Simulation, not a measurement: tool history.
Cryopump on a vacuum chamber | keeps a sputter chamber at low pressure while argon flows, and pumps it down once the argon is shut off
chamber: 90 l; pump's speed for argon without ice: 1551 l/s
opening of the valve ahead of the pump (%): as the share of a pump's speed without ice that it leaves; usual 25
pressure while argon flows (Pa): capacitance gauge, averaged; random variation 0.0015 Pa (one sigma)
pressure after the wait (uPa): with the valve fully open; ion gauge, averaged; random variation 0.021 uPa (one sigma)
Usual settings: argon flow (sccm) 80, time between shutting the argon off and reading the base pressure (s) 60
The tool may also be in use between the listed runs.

run	hour	argon flow (sccm)	time between shutting the argon off and reading the base pressure (s)	opening of the valve ahead of the pump (%)	pressure while argon flows (Pa)	pressure after the wait (uPa)
1	0.0	80	60	25	0.3517	1.30
2	37.2	80	60	25	0.3530	1.27
3	76.4	80	60	52	0.1734	1.27
4	118.6	80	60	52	0.1738	1.29
5	144.0	80	60	52	0.1742	1.31
6	183.4	80	67	25	0.3530	1.26
7	201.2	80	67	25	0.3548	1.22
8	234.4	80	67	25	0.3560	1.25
9	272.7	80	56	25	0.3575	1.37
10	304.4	39	26	25	0.1740	2.58
11	331.6	80	29	28	0.3180	2.39
12	358.4	80	60	18	0.4882	1.37
13	388.8	96	42	54	0.2030	1.75
14	412.6	97	25	25	0.4351	2.64
15	447.0	98	211	27	0.4064	0.64
16	465.8	112	22	41	0.3097	3.04

5 ways to go on from here, each from the tool as it stands after run 16. What would each give?
A	499.2	61	60	25	?	?
B	499.2	54	60	32	?	?
C	499.2	56	55	25	?	?
D	499.2	65	183	31	?	?
E	499.2	103	22	41	?	?

run	pressure while argon flows (Pa)	pressure after the wait (uPa)
A	0.2748	1.35
B	0.1889	1.34
C	0.2509	1.42
D	0.2358	0.68
E	0.2831	2.96
Without the tool's hidden state the same runs would have given:
run	pressure while argon flows (Pa)	pressure after the wait (uPa)
A	0.2678	1.17
B	0.1828	1.16
C	0.2445	1.25
D	0.2284	0.50
E	0.2715	2.79
